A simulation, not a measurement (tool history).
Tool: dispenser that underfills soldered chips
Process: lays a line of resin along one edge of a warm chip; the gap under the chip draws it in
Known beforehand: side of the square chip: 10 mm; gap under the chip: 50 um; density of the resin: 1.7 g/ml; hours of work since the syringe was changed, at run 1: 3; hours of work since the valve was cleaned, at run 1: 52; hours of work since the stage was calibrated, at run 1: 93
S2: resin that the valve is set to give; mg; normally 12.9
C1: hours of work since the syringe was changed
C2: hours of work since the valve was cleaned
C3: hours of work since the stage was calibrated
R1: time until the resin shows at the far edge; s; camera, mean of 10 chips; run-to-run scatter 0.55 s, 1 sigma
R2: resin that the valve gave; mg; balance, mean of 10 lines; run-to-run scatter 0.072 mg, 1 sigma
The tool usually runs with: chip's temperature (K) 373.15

run 1 hour=0.0 | chip's_temperature_(K)=373.15 S2=12.9 | C1=3 C2=52 C3=93 | R1=58.4 R2=12.65
-- hour=3.6 new syringe of resin
run 2 hour=5.2 | chip's_temperature_(K)=373.15 S2=12.9 | C1=1 C2=56 C3=97 | R1=51.2 R2=12.52
run 3 hour=10.6 | chip's_temperature_(K)=373.15 S2=12.9 | C1=5 C2=60 C3=101 | R1=66.1 R2=12.52
-- hour=11.4 new syringe of resin
run 4 hour=16.6 | chip's_temperature_(K)=373.15 S2=12.9 | C1=4 C2=64 C3=106 | R1=59.7 R2=12.53
-- hour=19.6 dispensing valve cleaned and set on the balance
-- hour=20.3 new syringe of resin
run 5 hour=24.2 | chip's_temperature_(K)=373.15 S2=12.9 | C1=3 C2=3 C3=110 | R1=56.9 R2=12.92
-- hour=28.4 new syringe of resin
run 6 hour=31.2 | chip's_temperature_(K)=373.15 S2=11.2 | C1=2 C2=9 C3=116 | R1=54.4 R2=11.25
run 7 hour=34.3 | chip's_temperature_(K)=373.15 S2=12.9 | C1=5 C2=11 C3=118 | R1=63.2 R2=12.73
-- hour=36.3 new syringe of resin
run 8 hour=41.2 | chip's_temperature_(K)=373.15 S2=12.9 | C1=4 C2=16 C3=123 | R1=61.2 R2=12.84
-- hour=44.3 new syringe of resin
run 9 hour=48.1 | chip's_temperature_(K)=373.15 S2=12.9 | C1=3 C2=21 C3=128 | R1=56.8 R2=12.87
-- hour=52.3 new syringe of resin
run 10 hour=55.1 | chip's_temperature_(K)=373.15 S2=12.9 | C1=2 C2=26 C3=133 | R1=54.7 R2=12.82
-- hour=60.2 new syringe of resin
run 11 hour=61.1 | chip's_temperature_(K)=373.15 S2=16.8 | C1=1 C2=31 C3=138 | R1=48.9 R2=16.67
run 12 hour=65.6 | chip's_temperature_(K)=373.15 S2=16.8 | C1=4 C2=34 C3=141 | R1=60.5 R2=16.57
-- hour=68.0 new syringe of resin
run 13 hour=70.3 | chip's_temperature_(K)=373.15 S2=16.8 | C1=2 C2=38 C3=145 | R1=51.1 R2=16.35
run 14 hour=74.8 | chip's_temperature_(K)=364.15 S2=12.9 | C1=5 C2=41 C3=148 | R1=99.5 R2=12.60
-- hour=75.8 new syringe of resin
run 15 hour=78.3 | chip's_temperature_(K)=364.15 S2=12.9 | C1=2 C2=44 C3=151 | R1=80.6 R2=12.60
run 16 hour=81.7 | chip's_temperature_(K)=373.15 S2=11.8 | C1=5 C2=46 C3=153 | R1=65.3 R2=11.50
-- hour=83.6 new syringe of resin
run 17 hour=86.3 | chip's_temperature_(K)=373.15 S2=11.8 | C1=2 C2=50 C3=157 | R1=56.9 R2=11.65
-- hour=91.8 new syringe of resin
run 18 hour=93.3 | chip's_temperature_(K)=373.15 S2=12.9 | C1=1 C2=55 C3=162 | R1=54.0 R2=12.53
run 19 hour=97.8 | chip's_temperature_(K)=369.15 S2=12.9 | C1=5 C2=58 C3=165 | R1=76.4 R2=12.51
-- hour=99.8 new syringe of resin
run 20 hour=102.5 | chip's_temperature_(K)=369.15 S2=12.9 | C1=2 C2=62 C3=169 | R1=67.0 R2=12.35
run 21 hour=107.0 | chip's_temperature_(K)=377.15 S2=12.5 | C1=6 C2=65 C3=172 | R1=59.7 R2=12.10
-- hour=107.6 new syringe of resin
-- hour=109.0 dispensing valve cleaned and set on the balance
run 22 hour=114.7 | chip's_temperature_(K)=370.15 S2=16.5 | C1=5 C2=4 C3=177 | R1=72.9 R2=16.62
-- hour=116.7 new syringe of resin
run 23 hour=117.9 | chip's_temperature_(K)=377.15 S2=16.5 | C1=1 C2=7 C3=179 | R1=42.8 R2=16.46
run 24 hour=122.2 | chip's_temperature_(K)=361.15 S2=11.3 | C1=4 C2=10 C3=183 | R1=111.8 R2=11.28
-- hour=124.4 new syringe of resin
run 25 hour=126.7 | chip's_temperature_(K)=361.15 S2=11.3 | C1=2 C2=13 C3=186 | R1=92.7 R2=11.19
run 26 hour=131.2 | chip's_temperature_(K)=361.15 S2=11.3 | C1=5 C2=17 C3=189 | R1=117.4 R2=11.31
-- hour=132.3 new syringe of resin
run 27 hour=137.9 | chip's_temperature_(K)=367.15 S2=14.8 | C1=4 C2=22 C3=194 | R1=81.5 R2=14.56
-- hour=140.3 new syringe of resin
run 28 hour=144.7 | chip's_temperature_(K)=367.15 S2=14.8 | C1=3 C2=27 C3=199 | R1=76.7 R2=14.63
run 29 hour=147.6 | chip's_temperature_(K)=367.15 S2=14.8 | C1=6 C2=29 C3=202 | R1=88.7 R2=14.53
-- hour=148.2 new syringe of resin
run 30 hour=151.4 | chip's_temperature_(K)=385.15 S2=16.5 | C1=2 C2=32 C3=204 | R1=34.3 R2=16.39
run 31 hour=155.3 | chip's_temperature_(K)=373.15 S2=11.7 | C1=5 C2=35 C3=207 | R1=69.1 R2=11.47
-- hour=156.0 new syringe of resin
run 32 hour=160.2 | chip's_temperature_(K)=373.15 S2=11.7 | C1=3 C2=38 C3=211 | R1=60.7 R2=11.34
run 33 hour=163.3 | chip's_temperature_(K)=367.15 S2=12.6 | C1=6 C2=41 C3=213 | R1=91.3 R2=12.58
-- hour=163.9 new syringe of resin
run 34 hour=169.4 | chip's_temperature_(K)=380.15 S2=12.9 | C1=4 C2=45 C3=218 | R1=47.2 R2=12.59
-- hour=172.0 new syringe of resin
run 35 hour=174.1 | chip's_temperature_(K)=380.15 S2=12.9 | C1=2 C2=49 C3=221 | R1=40.0 R2=12.67
-- hour=179.7 new syringe of resin
run 36 hour=179.7 | chip's_temperature_(K)=380.15 S2=12.9 | C1=0 C2=53 C3=225 | R1=36.3 R2=12.59

Table of differences, measured result less the result of that run with no hidden state. Run-to-run variation is the same in both. Gauge scatter possibly is not:
Hidden state present: resin's viscosity, % of fresh resin's; dose that the valve gives, % of what is set; true chip temperature over the reading, C; drift of the gauge itself on fill_s, %; drift of the gauge itself on given_mg, %.
run=1 R1=+13.3 R2=-0.39
run=2 R1=+5.6 R2=-0.41
run=3 R1=+21.6 R2=-0.44
run=4 R1=+14.5 R2=-0.47
run=5 R1=+12.1 R2=-0.03
run=6 R1=+8.0 R2=-0.05
run=7 R1=+17.1 R2=-0.07
run=8 R1=+15.9 R2=-0.10
run=9 R1=+11.6 R2=-0.14
run=10 R1=+9.1 R2=-0.17
run=11 R1=+4.0 R2=-0.26
run=12 R1=+16.5 R2=-0.30
run=13 R1=+7.3 R2=-0.32
run=14 R1=+31.9 R2=-0.27
run=15 R1=+12.6 R2=-0.29
run=16 R1=+19.1 R2=-0.28
run=17 R1=+10.1 R2=-0.29
run=18 R1=+6.7 R2=-0.36
run=19 R1=+23.6 R2=-0.38
run=20 R1=+12.6 R2=-0.40
run=21 R1=+21.5 R2=-0.42
run=22 R1=+22.1 R2=-0.02
run=23 R1=+4.9 R2=-0.04
run=24 R1=+32.9 R2=-0.05
run=25 R1=+14.3 R2=-0.07
run=26 R1=+38.6 R2=-0.09
run=27 R1=+23.6 R2=-0.15
run=28 R1=+18.5 R2=-0.19
run=29 R1=+30.8 R2=-0.21
run=30 R1=+6.6 R2=-0.26
run=31 R1=+23.9 R2=-0.20
run=32 R1=+14.0 R2=-0.23
run=33 R1=+31.6 R2=-0.26
run=34 R1=+13.0 R2=-0.30
run=35 R1=+6.4 R2=-0.32
run=36 R1=+2.1 R2=-0.34
